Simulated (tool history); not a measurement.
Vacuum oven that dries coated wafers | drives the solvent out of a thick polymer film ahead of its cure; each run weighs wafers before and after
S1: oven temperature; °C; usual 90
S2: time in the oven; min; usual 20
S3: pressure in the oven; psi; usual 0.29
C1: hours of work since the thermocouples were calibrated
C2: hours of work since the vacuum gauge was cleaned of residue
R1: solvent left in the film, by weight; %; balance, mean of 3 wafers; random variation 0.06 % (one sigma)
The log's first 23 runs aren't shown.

run 24 hour=314.9 | S1=101 S2=10 S3=0.241 | C1=472 C2=509 | R1=2.68
run 25 hour=323.8 | S1=101 S2=10 S3=0.241 | C1=479 C2=515 | R1=2.74
run 26 hour=335 | S1=90 S2=14 S3=0.625 | C1=487 C2=523 | R1=7.48
run 27 hour=346.6 | S1=95 S2=14 S3=0.625 | C1=495 C2=531 | R1=6.1
run 28 hour=354.8 | S1=95 S2=14 S3=0.625 | C1=500 C2=537 | R1=5.98
run 29 hour=363.7 | S1=93 S2=28 S3=0.395 | C1=507 C2=543 | R1=4.04
run 30 hour=374.9 | S1=94 S2=29 S3=0.241 | C1=515 C2=551 | R1=2.52
run 31 hour=387 | S1=98 S2=11 S3=0.29 | C1=523 C2=560 | R1=3.29
run 32 hour=406.8 | S1=91 S2=12 S3=1.096 | C1=537 C2=574 | R1=11.37
run 33 hour=419.3 | S1=90 S2=25 S3=0.235 | C1=546 C2=583 | R1=3.16
run 34 hour=430.7 | S1=90 S2=25 S3=0.235 | C1=554 C2=591 | R1=3.1
run 35 hour=446.2 | S1=96 S2=25 S3=0.235 | C1=565 C2=601 | R1=2.39
run 36 hour=463.4 | S1=96 S2=25 S3=0.235 | C1=577 C2=613 | R1=2.35
run 37 hour=479.1 | S1=90 S2=31 S3=0.799 | C1=588 C2=625 | R1=8.71
run 38 hour=487.6 | S1=88 S2=21 S3=0.29 | C1=594 C2=630 | R1=4.41
run 39 hour=506 | S1=88 S2=21 S3=0.245 | C1=607 C2=643 | R1=3.89
run 40 hour=516.1 | S1=79 S2=21 S3=0.245 | C1=614 C2=651 | R1=6.27
run 41 hour=527.4 | S1=93 S2=12 S3=0.245 | C1=622 C2=658 | R1=4
run 42 hour=538.6 | S1=93 S2=12 S3=0.245 | C1=630 C2=666 | R1=3.99

Forecast each of these 5 alternatives for the next run:
run A hour=551.8 | S1=81 S2=17 S3=0.612 | C1=639 C2=676 | R1=?
run B hour=551.8 | S1=95 S2=16 S3=0.29 | C1=639 C2=676 | R1=?
run C hour=551.8 | S1=77 S2=30 S3=0.57 | C1=639 C2=676 | R1=?
run D hour=551.8 | S1=100 S2=11 S3=0.245 | C1=639 C2=676 | R1=?
run E hour=551.8 | S1=83 S2=25 S3=0.679 | C1=639 C2=676 | R1=?

run=A R1=10.49
run=B R1=3.31
run=C R1=11.22
run=D R1=2.87
run=E R1=10.01
Without the tool's hidden state the same runs would have given:
run=A R1=9.41
run=B R1=2.69
run=C R1=9.89
run=D R1=2.33
run=E R1=8.88

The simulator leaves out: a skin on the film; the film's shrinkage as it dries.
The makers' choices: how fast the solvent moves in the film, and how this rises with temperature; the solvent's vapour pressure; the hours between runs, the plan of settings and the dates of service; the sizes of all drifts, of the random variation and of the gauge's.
